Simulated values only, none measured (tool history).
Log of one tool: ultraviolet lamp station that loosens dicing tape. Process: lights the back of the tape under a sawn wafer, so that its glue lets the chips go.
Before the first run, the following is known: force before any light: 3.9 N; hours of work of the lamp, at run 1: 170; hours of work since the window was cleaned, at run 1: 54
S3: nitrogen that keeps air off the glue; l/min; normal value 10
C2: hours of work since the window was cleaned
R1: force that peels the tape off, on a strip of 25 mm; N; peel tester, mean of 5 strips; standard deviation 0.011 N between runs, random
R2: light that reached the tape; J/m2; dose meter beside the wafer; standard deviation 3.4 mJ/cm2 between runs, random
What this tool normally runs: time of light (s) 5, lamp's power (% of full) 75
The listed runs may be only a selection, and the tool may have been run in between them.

{"run": 1, "hour": 0.0, "time of light (s)": 5, "lamp's power (% of full)": 75, "S3": 10, "hours of work of the lamp": 170, "C2": 54, "R1": 0.548, "R2": 4840}
{"run": 2, "hour": 6.2, "time of light (s)": 5, "lamp's power (% of full)": 75, "S3": 4, "hours of work of the lamp": 174, "C2": 58, "R1": 0.915, "R2": 4830}
{"run": 3, "hour": 13.5, "time of light (s)": 5, "lamp's power (% of full)": 75, "S3": 4, "hours of work of the lamp": 179, "C2": 63, "R1": 0.915, "R2": 4780}
{"run": 4, "hour": 24.9, "time of light (s)": 5, "lamp's power (% of full)": 75, "S3": 4, "hours of work of the lamp": 186, "C2": 71, "R1": 0.93, "R2": 4820}
{"run": 5, "hour": 37.3, "time of light (s)": 5, "lamp's power (% of full)": 75, "S3": 10, "hours of work of the lamp": 195, "C2": 79, "R1": 0.575, "R2": 4810}
{"run": 6, "hour": 49.8, "time of light (s)": 5, "lamp's power (% of full)": 75, "S3": 10, "hours of work of the lamp": 203, "C2": 88, "R1": 0.583, "R2": 4760}

Estimate the outcome of run 7 from the log above:
{"run": 7, "hour": 63.8, "time of light (s)": 5, "lamp's power (% of full)": 75, "S3": 10, "hours of work of the lamp": 212, "C2": 97, "R1": "?", "R2": "?"}

R1: 0.588 N
R2: 4720 J/m2
The same run, on a tool lacking any hidden state, would have yielded R1 0.486 N, R2 5390 J/m2.
